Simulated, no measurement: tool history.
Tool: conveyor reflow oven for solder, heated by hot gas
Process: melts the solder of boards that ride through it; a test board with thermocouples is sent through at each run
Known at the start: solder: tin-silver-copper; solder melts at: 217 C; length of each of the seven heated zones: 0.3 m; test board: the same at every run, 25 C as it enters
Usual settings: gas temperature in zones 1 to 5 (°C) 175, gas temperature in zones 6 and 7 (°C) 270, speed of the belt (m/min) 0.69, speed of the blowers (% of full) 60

run,hour,gas temperature in zones 1 to 5 (°C),gas temperature in zones 6 and 7 (°C),speed of the belt (m/min),speed of the blowers (% of full),highest temperature of the board (°C),time above the solder's melting point (s)
1,0,175,270,0.69,60,251.4,38.6
2,9.5,175,270,0.612,60,254.7,46.4
3,24.6,175,270,0.732,60,248.8,34.7
4,42.9,175,270,0.732,60,248.9,34.6
5,52.5,175,270,0.732,60,249,34.5
6,68.8,175,270,0.69,69,252.2,39.6
7,77.8,175,270,0.69,69,252.9,39.8
8,88.1,175,270,0.69,69,253.6,39.6
9,106.7,175,270,0.69,69,252.8,39.6
10,125.7,175,270,0.69,69,252.4,39.5
11,134.1,175,270,0.69,53,248.8,36.7
12,153.9,172,270,0.69,60,249.9,37
13,163.9,172,270,0.69,60,249.5,36.7
14,180.3,172,270,0.69,60,249.3,36.9
15,189.9,172,270,0.69,60,249.8,36.8
16,202.1,175,270,0.726,60,248.3,34.4
17,218.9,182,270,0.598,60,255.5,49.9
18,233.7,182,270,0.598,60,255.7,49.9
19,252.3,182,270,0.598,60,255.5,49.9
20,267.7,182,270,0.598,60,255.8,49.8
# hour 288.4: flux residue cleaned out of gas plates and filters
21,290.3,181,270,0.589,79,258.7,52.2
22,309.6,175,265,0.729,60,243.8,31.2
# hour 326.4: flux residue cleaned out of gas plates and filters, once more
23,326.4,175,278,0.749,60,257,37.6
24,339.5,183,269,0.611,51,254,48.3
25,355.5,186,270,0.552,63,260.7,58.7
26,370.9,173,263,0.685,86,251.4,39.9
27,381.1,173,263,0.685,86,251.2,39.9
28,398.1,170,263,0.723,85,249.1,35.7
29,408.1,170,263,0.723,85,249,35.9
30,424.8,170,263,0.601,85,252.9,46.7
31,441.8,175,284,0.573,56,269.8,56.2

Forecast each of these 4 alternatives for the next run:
A,455,187,269,0.573,64,?,?
B,455,167,270,0.729,52,?,?
C,455,161,258,0.573,79,?,?
D,455,175,269,0.594,77,?,?

run,highest temperature of the board (°C),time above the solder's melting point (s)
A,259.2,55.7
B,245.8,31.2
C,247.7,43.9
D,258.4,50.6
Without the tool's hidden state the same runs would have given:
run,highest temperature of the board (°C),time above the solder's melting point (s)
A,260.4,55.8
B,246.9,31.6
C,248.9,44.3
D,259.6,50.7

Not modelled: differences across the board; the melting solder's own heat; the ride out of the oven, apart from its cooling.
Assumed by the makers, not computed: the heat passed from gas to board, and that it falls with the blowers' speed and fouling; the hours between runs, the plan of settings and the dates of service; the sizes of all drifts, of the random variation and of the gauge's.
